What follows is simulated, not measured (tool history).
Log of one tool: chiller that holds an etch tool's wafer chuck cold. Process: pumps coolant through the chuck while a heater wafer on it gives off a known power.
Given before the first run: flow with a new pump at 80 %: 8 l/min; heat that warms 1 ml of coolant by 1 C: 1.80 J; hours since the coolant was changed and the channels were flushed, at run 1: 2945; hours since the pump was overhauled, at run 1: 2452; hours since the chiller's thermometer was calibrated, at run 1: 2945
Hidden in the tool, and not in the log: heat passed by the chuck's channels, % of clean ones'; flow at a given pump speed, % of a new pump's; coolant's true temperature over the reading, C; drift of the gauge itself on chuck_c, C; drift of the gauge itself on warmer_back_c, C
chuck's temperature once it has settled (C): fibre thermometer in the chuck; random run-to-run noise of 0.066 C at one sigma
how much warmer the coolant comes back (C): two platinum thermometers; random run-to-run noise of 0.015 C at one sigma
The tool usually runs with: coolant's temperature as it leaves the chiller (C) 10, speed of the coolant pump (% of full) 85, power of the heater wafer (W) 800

run   hour  coolant's temperature as it leaves the chiller (C)  speed of the coolant pump (% of full)  power of the heater wafer (W)  hours since the coolant was changed and the channels were flushed  hours since the pump was overhauled  hours since the chiller's thermometer was calibrated  chuck's temperature once it has settled (C)  how much warmer the coolant comes back (C)
  1    0.0                                                  10                                     85                            800                                                               2945                                 2452                                                  2945                                        17.67                                        3.20
  2   57.2                                                  10                                     85                            800                                                               3002                                 2509                                                  3002                                        17.78                                        3.19
  3   92.2                                                  10                                     85                            800                                                               3037                                 2544                                                  3037                                        17.83                                        3.22
  4  159.3                                                  10                                     85                            427                                                               3104                                 2612                                                  3104                                        14.06                                        1.72
  5  228.4                                                  10                                     84                            427                                                               3173                                 2681                                                  3173                                        14.09                                        1.74
  6  271.8                                                  10                                     84                            427                                                               3217                                 2724                                                  3217                                        14.15                                        1.73
  7  313.9                                                   2                                     85                            800                                                               3259                                 2766                                                  3259                                         9.74                                        3.22
  8  384.0                                                   2                                     85                            800                                                               3329                                 2836                                                  3329                                         9.83                                        3.22
  9  439.5                                                   2                                     85                            443                                                               3385                                 2892                                                  3385                                         6.24                                        1.80
 10  475.7                                                   2                                     85                            443                                                               3421                                 2928                                                  3421                                         6.10                                        1.76
     482.2  -- chiller's thermometer calibrated
 11  506.6                                                   4                                     66                            414                                                               3451                                 2958                                                    24                                         8.89                                        2.19
 12  574.6                                                   4                                     71                            488                                                               3519                                 3026                                                    92                                         9.40                                        2.34
 13  605.5                                                  12                                     85                            800                                                               3549                                 3057                                                   123                                        20.14                                        3.21
 14  673.0                                                   8                                     75                            800                                                               3617                                 3124                                                   191                                        16.68                                        3.68
 15  716.9                                                  10                                     95                            800                                                               3661                                 3168                                                   235                                        17.70                                        2.86
 16  762.9                                                  10                                     95                            800                                                               3707                                 3214                                                   281                                        17.72                                        2.85

Each row is a separate what-if for the run after 16, all from the same tool condition, not one after another. Results?
  A  801.0                                                   7                                     95                            800                                                               3745                                 3252                                                   319                                            ?                                           ?
  B  801.0                                                   7                                     80                           1137                                                               3745                                 3252                                                   319                                            ?                                           ?
  C  801.0                                                  10                                     84                            800                                                               3745                                 3252                                                   319                                            ?                                           ?

run  chuck's temperature once it has settled (C)  how much warmer the coolant comes back (C)
  A                                        14.66                                        2.88
  B                                        19.08                                        4.90
  C                                        18.18                                        3.24
What these runs would have given with no unlogged condition in the tool:
run  chuck's temperature once it has settled (C)  how much warmer the coolant comes back (C)
  A                                        14.02                                        2.79
  B                                        18.10                                        4.75
  C                                        17.51                                        3.14

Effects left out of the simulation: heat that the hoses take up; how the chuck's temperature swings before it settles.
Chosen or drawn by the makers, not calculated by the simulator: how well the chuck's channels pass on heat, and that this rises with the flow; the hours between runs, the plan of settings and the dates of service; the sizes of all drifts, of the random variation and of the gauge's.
